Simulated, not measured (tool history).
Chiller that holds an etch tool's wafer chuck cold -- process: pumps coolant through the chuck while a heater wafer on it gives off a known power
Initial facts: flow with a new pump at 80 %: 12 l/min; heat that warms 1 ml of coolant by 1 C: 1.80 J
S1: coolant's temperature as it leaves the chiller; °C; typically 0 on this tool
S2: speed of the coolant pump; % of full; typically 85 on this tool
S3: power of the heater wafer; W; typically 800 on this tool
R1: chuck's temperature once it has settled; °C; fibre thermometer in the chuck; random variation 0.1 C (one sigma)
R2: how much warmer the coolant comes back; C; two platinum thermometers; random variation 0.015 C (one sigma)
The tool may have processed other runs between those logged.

run 1 day=0.000 | S1=0 S2=85 S3=800 | R1=7.7 R2=2.08
run 2 day=0.825 | S1=0 S2=85 S3=800 | R1=7.7 R2=2.09
run 3 day=2.542 | S1=0 S2=85 S3=800 | R1=7.8 R2=2.10
run 4 day=4.108 | S1=0 S2=85 S3=800 | R1=7.7 R2=2.05
run 5 day=5.308 | S1=0 S2=85 S3=800 | R1=7.6 R2=2.07
run 6 day=6.783 | S1=0 S2=85 S3=800 | R1=7.6 R2=2.04
run 7 day=7.679 | S1=0 S2=85 S3=800 | R1=7.7 R2=2.02
run 8 day=8.725 | S1=0 S2=85 S3=800 | R1=8.0 R2=2.03
run 9 day=10.458 | S1=0 S2=85 S3=800 | R1=7.8 R2=2.00
run 10 day=11.238 | S1=0 S2=95 S3=1067 | R1=9.7 R2=2.41
run 11 day=12.683 | S1=5 S2=95 S3=531 | R1=9.9 R2=1.15
run 12 day=13.854 | S1=8 S2=87 S3=671 | R1=14.4 R2=1.59
run 13 day=14.671 | S1=0 S2=85 S3=833 | R1=7.8 R2=2.04
run 14 day=15.917 | S1=0 S2=80 S3=1013 | R1=10.0 R2=2.69
run 15 day=16.842 | S1=0 S2=80 S3=1013 | R1=9.9 R2=2.70
run 16 day=18.258 | S1=0 S2=80 S3=1013 | R1=10.0 R2=2.65
run 17 day=19.304 | S1=0 S2=80 S3=459 | R1=4.5 R2=1.11
run 18 day=20.412 | S1=0 S2=80 S3=459 | R1=4.7 R2=1.11

Here are 5 independent what-if runs from the current tool condition. What would each one return?
run A day=21.117 | S1=9 S2=73 S3=1052 | R1=? R2=?
run B day=21.117 | S1=-9 S2=89 S3=459 | R1=? R2=?
run C day=21.117 | S1=0 S2=79 S3=550 | R1=? R2=?
run D day=21.117 | S1=0 S2=74 S3=800 | R1=? R2=?
run E day=21.117 | S1=9 S2=85 S3=448 | R1=? R2=?

run=A R1=20.1 R2=3.03
run=B R1=-4.6 R2=0.94
run=C R1=5.5 R2=1.39
run=D R1=8.4 R2=2.21
run=E R1=13.4 R2=1.00
Take away the tool's hidden state, keep each run's random variation, and the runs would have read:
run=A R1=20.0 R2=3.21
run=B R1=-4.6 R2=1.12
run=C R1=5.4 R2=1.56
run=D R1=8.3 R2=2.39
run=E R1=13.4 R2=1.17
